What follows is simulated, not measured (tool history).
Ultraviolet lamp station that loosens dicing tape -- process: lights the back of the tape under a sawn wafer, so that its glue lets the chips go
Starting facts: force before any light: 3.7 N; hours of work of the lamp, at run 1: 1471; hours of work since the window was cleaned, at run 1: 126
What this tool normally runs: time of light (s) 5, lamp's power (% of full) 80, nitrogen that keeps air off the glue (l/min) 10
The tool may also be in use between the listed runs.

run,hour,time of light (s),lamp's power (% of full),nitrogen that keeps air off the glue (l/min),hours of work of the lamp,hours of work since the window was cleaned,force that peels the tape off (N),light that reached the tape (mJ/cm2)
1,0,5,80,10,1471,126,0.303,349
2,39.2,5,80,10,1494,149,0.325,343
3,81.7,4,80,10,1519,174,0.528,264
# hour 130: window cleaned of glue's vapour
4,139.6,4,80,10,1553,6,0.68,221
5,196.6,4,80,10,1586,39,0.735,212
6,228.3,4,80,10,1605,58,0.768,209
7,278.6,4,80,10,1635,88,0.844,200
8,329.9,4,61,10,1665,118,1.224,146
9,363.5,5,80,10,1685,138,0.64,232
10,395.5,5,80,10,1704,156,0.685,227
11,434.9,5,80,4,1727,180,1.141,221
# hour 476: window cleaned of glue's vapour
# hour 479.4: window cleaned of glue's vapour, once more
12,487.5,5,80,10,1757,5,0.309,349
13,528.3,5,80,10,1781,29,0.325,343
# hour 532.1: lamp changed
14,566.9,5,80,10,21,51,0.129,544
15,615.9,5,80,10,49,80,0.147,522
16,672.6,5,67,10,83,113,0.204,424
17,714.9,5,80,7,108,138,0.2,491
18,761.2,5,80,7,135,165,0.212,479
19,816,5,80,7,167,198,0.222,455
# hour 825.3: window cleaned of glue's vapour
20,851.5,5,80,10,188,15,0.133,538
21,885.2,5,80,10,208,35,0.147,532
22,941.1,5,80,10,241,68,0.149,511
23,984.5,5,80,10,266,94,0.156,499
24,1025.4,3,86,10,290,118,0.381,311
25,1060.7,2,95,13,311,139,0.597,225
26,1112.5,2,95,13,342,169,0.656,221
27,1160,4,80,9,370,197,0.312,353
# hour 1170.1: window cleaned of glue's vapour
28,1210.4,4,80,9,399,24,0.233,410
29,1258,5,80,12,427,52,0.15,497
30,1317.5,5,80,12,462,87,0.141,478
31,1374,5,63,13,496,120,0.236,366
32,1424.8,5,63,13,526,150,0.259,360
33,1474.9,5,63,13,555,180,0.274,346
34,1504.7,5,63,13,573,197,0.297,335
# hour 1514.1: window cleaned of glue's vapour
35,1554.7,2,80,5,602,24,1.167,195
36,1611.7,3,79,6,635,58,0.658,281
37,1642.9,8,86,4,654,76,0.125,791
38,1689.7,2,86,18,681,103,0.668,193
39,1721,7,86,18,700,122,0.096,660
40,1748,7,86,18,716,138,0.092,650
41,1796.4,7,86,18,744,166,0.093,629

Expected results for the next run?
# hour 1858.5: window cleaned of glue's vapour
42,1858.5,7,86,18,781,0,?,?

{"run 42": {"force that peels the tape off (N)": 0.09, "light that reached the tape (mJ/cm2)": 714}}
Take away the tool's hidden state, keep the run-to-run variation as it was, and the same run would have given force that peels the tape off (N) 0.087, light that reached the tape (mJ/cm2) 859.

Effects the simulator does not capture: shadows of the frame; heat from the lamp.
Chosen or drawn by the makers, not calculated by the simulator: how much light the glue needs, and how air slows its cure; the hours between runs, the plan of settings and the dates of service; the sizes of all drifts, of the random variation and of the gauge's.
